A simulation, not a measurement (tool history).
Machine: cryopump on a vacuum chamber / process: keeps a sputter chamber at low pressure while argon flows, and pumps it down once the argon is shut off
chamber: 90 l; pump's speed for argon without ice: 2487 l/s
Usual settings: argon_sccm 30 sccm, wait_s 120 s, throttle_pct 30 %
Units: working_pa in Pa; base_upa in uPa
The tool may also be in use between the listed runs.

run	hour	argon_sccm	wait_s	throttle_pct	working_pa	base_upa
1	0	30	120	30	0.0726	1.59
2	22.8	30	120	30	0.0738	1.63
3	53.5	30	120	30	0.0744	1.6
4	84	30	120	30	0.0739	1.62
5	112.7	30	120	16	0.1342	1.64
6	147.1	30	120	16	0.1335	1.68
7	175.2	30	120	30	0.073	1.67
8	198.4	30	120	30	0.075	1.68
9	230.1	30	120	30	0.0739	1.74
10	246.7	30	120	30	0.0748	1.72
11	281.3	30	120	30	0.0745	1.71
12	308.6	30	22	30	0.0753	3.38
13	329.2	30	120	30	0.074	1.76
14	360.5	30	260	30	0.0751	1.55
15	386.6	30	260	30	0.0752	1.57
16	421.9	30	260	30	0.0757	1.61
17	456.1	30	120	30	0.0761	1.86
18	486.4	30	120	30	0.076	1.88
19	523.1	56	120	30	0.1419	1.89
20	556	58	120	25	0.1723	1.93
21	583.9	33	33	31	0.0816	2.8
# hour 594.8: leaking fittings of the chamber tightened, without venting
22	612	36	50	23	0.1165	1.1
23	646.8	15	22	17	0.0647	2.16
24	666.7	49	23	30	0.1252	2.02
25	689.4	54	261	25	0.163	0.43
26	715.6	54	261	25	0.1643	0.39
27	754.2	30	90	52	0.0491	0.71
28	779.6	24	159	38	0.0513	0.55
29	815.6	30	88	17	0.1297	0.74
30	835.5	30	88	17	0.1307	0.75
31	866.8	30	88	17	0.1298	0.75
# hour 877.6: pump warmed up, emptied and cooled again
32	898.6	30	111	31	0.0663	0.61

Run 33 comes next. What will it give?
33	919.1	28	55	46	?	?

working_pa: 0.0415 Pa
base_upa: 0.98 uPa
Take away the tool's hidden state, keep the run-to-run variation as it was, and the same run would have given working_pa 0.0412 Pa, base_upa 0.9 uPa.
